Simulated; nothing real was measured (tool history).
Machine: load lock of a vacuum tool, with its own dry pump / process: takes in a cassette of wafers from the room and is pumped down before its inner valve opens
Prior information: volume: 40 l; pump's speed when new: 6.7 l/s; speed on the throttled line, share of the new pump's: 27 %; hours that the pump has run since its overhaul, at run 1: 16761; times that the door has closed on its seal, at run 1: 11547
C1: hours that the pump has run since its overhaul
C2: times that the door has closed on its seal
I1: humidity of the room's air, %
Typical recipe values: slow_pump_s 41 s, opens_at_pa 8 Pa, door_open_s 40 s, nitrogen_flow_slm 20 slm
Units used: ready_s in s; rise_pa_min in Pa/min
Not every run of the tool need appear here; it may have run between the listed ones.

{"run": 1, "hour": 0.0, "slow_pump_s": 41, "opens_at_pa": 8, "door_open_s": 40, "nitrogen_flow_slm": 20, "C1": 16761, "C2": 11547, "I1": 44.2, "ready_s": 87.9, "rise_pa_min": 0.015}
{"run": 2, "hour": 239.1, "slow_pump_s": 41, "opens_at_pa": 8, "door_open_s": 40, "nitrogen_flow_slm": 20, "C1": 17000, "C2": 11844, "I1": 43.6, "ready_s": 85.9, "rise_pa_min": 0.016}
{"run": 3, "hour": 347.1, "slow_pump_s": 41, "opens_at_pa": 8, "door_open_s": 40, "nitrogen_flow_slm": 20, "C1": 17108, "C2": 11979, "I1": 49.1, "ready_s": 86.9, "rise_pa_min": 0.022}
{"run": 4, "hour": 488.2, "slow_pump_s": 41, "opens_at_pa": 8, "door_open_s": 46, "nitrogen_flow_slm": 20, "C1": 17249, "C2": 12155, "I1": 43.5, "ready_s": 87.2, "rise_pa_min": 0.017}
{"run": 5, "hour": 628.2, "slow_pump_s": 41, "opens_at_pa": 8, "door_open_s": 46, "nitrogen_flow_slm": 20, "C1": 17389, "C2": 12329, "I1": 45.9, "ready_s": 87.4, "rise_pa_min": 0.026}
{"run": 6, "hour": 755.8, "slow_pump_s": 41, "opens_at_pa": 8, "door_open_s": 46, "nitrogen_flow_slm": 20, "C1": 17516, "C2": 12488, "I1": 41.0, "ready_s": 87.6, "rise_pa_min": 0.013}
{"run": 7, "hour": 969.5, "slow_pump_s": 41, "opens_at_pa": 8, "door_open_s": 46, "nitrogen_flow_slm": 20, "C1": 17730, "C2": 12755, "I1": 42.9, "ready_s": 87.1, "rise_pa_min": 0.022}
{"run": 8, "hour": 1124.5, "slow_pump_s": 41, "opens_at_pa": 8, "door_open_s": 40, "nitrogen_flow_slm": 20, "C1": 17885, "C2": 12948, "I1": 44.7, "ready_s": 87.0, "rise_pa_min": 0.017}
{"run": 9, "hour": 1339.8, "slow_pump_s": 41, "opens_at_pa": 8, "door_open_s": 40, "nitrogen_flow_slm": 20, "C1": 18100, "C2": 13216, "I1": 42.2, "ready_s": 86.5, "rise_pa_min": 0.016}
{"run": 10, "hour": 1503.4, "slow_pump_s": 41, "opens_at_pa": 8, "door_open_s": 40, "nitrogen_flow_slm": 20, "C1": 18264, "C2": 13420, "I1": 48.0, "ready_s": 87.6, "rise_pa_min": 0.016}
{"run": 11, "hour": 1682.6, "slow_pump_s": 41, "opens_at_pa": 8, "door_open_s": 40, "nitrogen_flow_slm": 20, "C1": 18443, "C2": 13643, "I1": 45.2, "ready_s": 87.6, "rise_pa_min": 0.018}
{"run": 12, "hour": 1820.9, "slow_pump_s": 41, "opens_at_pa": 7, "door_open_s": 40, "nitrogen_flow_slm": 20, "C1": 18582, "C2": 13816, "I1": 51.3, "ready_s": 88.6, "rise_pa_min": 0.017}
{"run": 13, "hour": 1955.2, "slow_pump_s": 41, "opens_at_pa": 7, "door_open_s": 56, "nitrogen_flow_slm": 20, "C1": 18716, "C2": 13983, "I1": 43.5, "ready_s": 87.3, "rise_pa_min": 0.021}
{"run": 14, "hour": 2137.7, "slow_pump_s": 41, "opens_at_pa": 7, "door_open_s": 56, "nitrogen_flow_slm": 20, "C1": 18898, "C2": 14210, "I1": 47.4, "ready_s": 88.7, "rise_pa_min": 0.02}
{"run": 15, "hour": 2255.1, "slow_pump_s": 41, "opens_at_pa": 7, "door_open_s": 56, "nitrogen_flow_slm": 20, "C1": 19016, "C2": 14357, "I1": 42.7, "ready_s": 87.8, "rise_pa_min": 0.021}
{"run": 16, "hour": 2367.7, "slow_pump_s": 41, "opens_at_pa": 8, "door_open_s": 40, "nitrogen_flow_slm": 20, "C1": 19128, "C2": 14497, "I1": 49.2, "ready_s": 86.2, "rise_pa_min": 0.018}
{"run": 17, "hour": 2466.8, "slow_pump_s": 41, "opens_at_pa": 8, "door_open_s": 40, "nitrogen_flow_slm": 20, "C1": 19227, "C2": 14621, "I1": 44.9, "ready_s": 87.7, "rise_pa_min": 0.02}
{"run": 18, "hour": 2614.0, "slow_pump_s": 41, "opens_at_pa": 8, "door_open_s": 40, "nitrogen_flow_slm": 20, "C1": 19375, "C2": 14804, "I1": 41.5, "ready_s": 87.1, "rise_pa_min": 0.012}
{"run": 19, "hour": 2766.8, "slow_pump_s": 41, "opens_at_pa": 8, "door_open_s": 40, "nitrogen_flow_slm": 20, "C1": 19528, "C2": 14995, "I1": 44.1, "ready_s": 86.4, "rise_pa_min": 0.016}
{"run": 20, "hour": 2902.2, "slow_pump_s": 36, "opens_at_pa": 8, "door_open_s": 123, "nitrogen_flow_slm": 20, "C1": 19663, "C2": 15163, "I1": 45.4, "ready_s": 83.4, "rise_pa_min": 0.03}
{"run": 21, "hour": 3069.6, "slow_pump_s": 36, "opens_at_pa": 8, "door_open_s": 123, "nitrogen_flow_slm": 20, "C1": 19830, "C2": 15372, "I1": 42.9, "ready_s": 83.5, "rise_pa_min": 0.032}
{"run": 22, "hour": 3240.2, "slow_pump_s": 35, "opens_at_pa": 8, "door_open_s": 40, "nitrogen_flow_slm": 8, "C1": 20001, "C2": 15584, "I1": 45.2, "ready_s": 82.6, "rise_pa_min": 0.022}
{"run": 23, "hour": 3343.9, "slow_pump_s": 41, "opens_at_pa": 12, "door_open_s": 240, "nitrogen_flow_slm": 20, "C1": 20105, "C2": 15714, "I1": 47.6, "ready_s": 83.6, "rise_pa_min": 0.054}
{"run": 24, "hour": 3586.2, "slow_pump_s": 41, "opens_at_pa": 11, "door_open_s": 64, "nitrogen_flow_slm": 20, "C1": 20347, "C2": 16016, "I1": 43.6, "ready_s": 84.8, "rise_pa_min": 0.022}
{"run": 25, "hour": 3737.5, "slow_pump_s": 38, "opens_at_pa": 15, "door_open_s": 45, "nitrogen_flow_slm": 6, "C1": 20498, "C2": 16204, "I1": 46.0, "ready_s": 80.7, "rise_pa_min": 0.039}
{"run": 26, "hour": 3848.0, "slow_pump_s": 78, "opens_at_pa": 8, "door_open_s": 33, "nitrogen_flow_slm": 20, "C1": 20609, "C2": 16342, "I1": 43.6, "ready_s": 113.5, "rise_pa_min": 0.019}

Run 27, settings as shown, results not yet in. Your forecast:
{"run": 27, "hour": 3983.4, "slow_pump_s": 64, "opens_at_pa": 10, "door_open_s": 63, "nitrogen_flow_slm": 6, "C1": 20744, "C2": 16511, "I1": 42.5, "ready_s": "?", "rise_pa_min": "?"}

Run 27 gave ready_s 101.3 s, rise_pa_min 0.035 Pa/min.
Minus the tool's unlogged condition, the same run would have read ready_s 101.2 s, rise_pa_min 0.034 Pa/min.
